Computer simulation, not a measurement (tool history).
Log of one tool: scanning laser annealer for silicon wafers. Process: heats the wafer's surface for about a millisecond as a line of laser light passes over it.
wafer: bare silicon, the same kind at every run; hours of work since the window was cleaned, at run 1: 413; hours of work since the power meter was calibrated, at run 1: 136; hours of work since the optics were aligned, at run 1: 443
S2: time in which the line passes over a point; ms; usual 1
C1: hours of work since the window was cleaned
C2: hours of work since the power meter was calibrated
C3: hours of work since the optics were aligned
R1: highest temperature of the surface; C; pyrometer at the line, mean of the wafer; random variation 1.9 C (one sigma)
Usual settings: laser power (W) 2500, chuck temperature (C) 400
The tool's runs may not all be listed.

Run 1, hour 0: usual settings; C1 413; C2 136; C3 443. Result: R1 1102 C.
Run 2, hour 18.2: usual settings; C1 421; C2 145; C3 452. Result: R1 1105 C.
Run 3, hour 28.2: usual settings but chuck temperature (C) 381; C1 426; C2 149; C3 457. Result: R1 1080 C.
Run 4, hour 40.4: usual settings but S2 0.86 ms, chuck temperature (C) 381; C1 432; C2 155; C3 463. Result: R1 1031 C.
Run 5, hour 59.2: usual settings but S2 0.86 ms, chuck temperature (C) 381; C1 441; C2 164; C3 471. Result: R1 1030 C.
Run 6, hour 77.3: usual settings but S2 0.86 ms, chuck temperature (C) 381; C1 449; C2 173; C3 480. Result: R1 1030 C.
Run 7, hour 94.6: usual settings but laser power (W) 2416; C1 457; C2 181; C3 488. Result: R1 1073 C.
Run 8, hour 111.6: usual settings but laser power (W) 2416, chuck temperature (C) 386; C1 465; C2 189; C3 496. Result: R1 1062 C.
Run 9, hour 131.1: usual settings but laser power (W) 2416, chuck temperature (C) 386; C1 475; C2 198; C3 505. Result: R1 1059 C.
Run 10, hour 151.1: usual settings but laser power (W) 2416, S2 1.15 ms, chuck temperature (C) 386; C1 484; C2 207; C3 515. Result: R1 1109 C.
Run 11, hour 171.8: usual settings but laser power (W) 2379, S2 0.82 ms, chuck temperature (C) 378; C1 494; C2 217; C3 524. Result: R1 980 C.
Run 12, hour 190.3: usual settings but laser power (W) 2379, S2 0.82 ms, chuck temperature (C) 432; C1 502; C2 226; C3 533. Result: R1 1031 C.
Run 13, hour 211: usual settings but laser power (W) 2379, S2 0.82 ms, chuck temperature (C) 432; C1 512; C2 236; C3 543. Result: R1 1030 C.
At hour 215.3: window over the wafer cleaned.
Run 14, hour 229: usual settings but laser power (W) 2615; C1 6; C2 243; C3 550. Result: R1 1125 C.
Run 15, hour 244.2: usual settings but laser power (W) 2668, S2 1.14 ms, chuck temperature (C) 408; C1 14; C2 250; C3 558. Result: R1 1200 C.
At hour 253.1: window over the wafer cleaned, once more.
Run 16, hour 261.6: usual settings but laser power (W) 2578, S2 0.87 ms, chuck temperature (C) 433; C1 4; C2 258; C3 565. Result: R1 1121 C.
Run 17, hour 275.3: usual settings but laser power (W) 2698, S2 1.19 ms, chuck temperature (C) 402; C1 10; C2 264; C3 571. Result: R1 1248 C.
Run 18, hour 293.5: usual settings but laser power (W) 2698, S2 1.19 ms, chuck temperature (C) 402; C1 19; C2 273; C3 580. Result: R1 1245 C.
Run 19, hour 312.5: usual settings but laser power (W) 2698, S2 1.19 ms, chuck temperature (C) 436; C1 28; C2 281; C3 589. Result: R1 1279 C.

Forecast each of these 4 alternatives for the next run:
Run A, hour 332.2: usual settings but laser power (W) 2698, S2 1.19 ms, chuck temperature (C) 386; C1 37; C2 291; C3 598. Result: R1 ?.
Run B, hour 332.2: usual settings but laser power (W) 2475, S2 1.19 ms, chuck temperature (C) 436; C1 37; C2 291; C3 598. Result: R1 ?.
Run C, hour 332.2: usual settings but laser power (W) 2245, S2 1.19 ms, chuck temperature (C) 436; C1 37; C2 291; C3 598. Result: R1 ?.
Run D, hour 332.2: usual settings but laser power (W) 2655, S2 1.1 ms, chuck temperature (C) 431; C1 37; C2 291; C3 598. Result: R1 ?.

run    R1
  A  1232
  B  1205
  C  1127
  D  1229
Without the tool's hidden state the same runs would have given:
run    R1
  A  1239
  B  1211
  C  1132
  D  1236
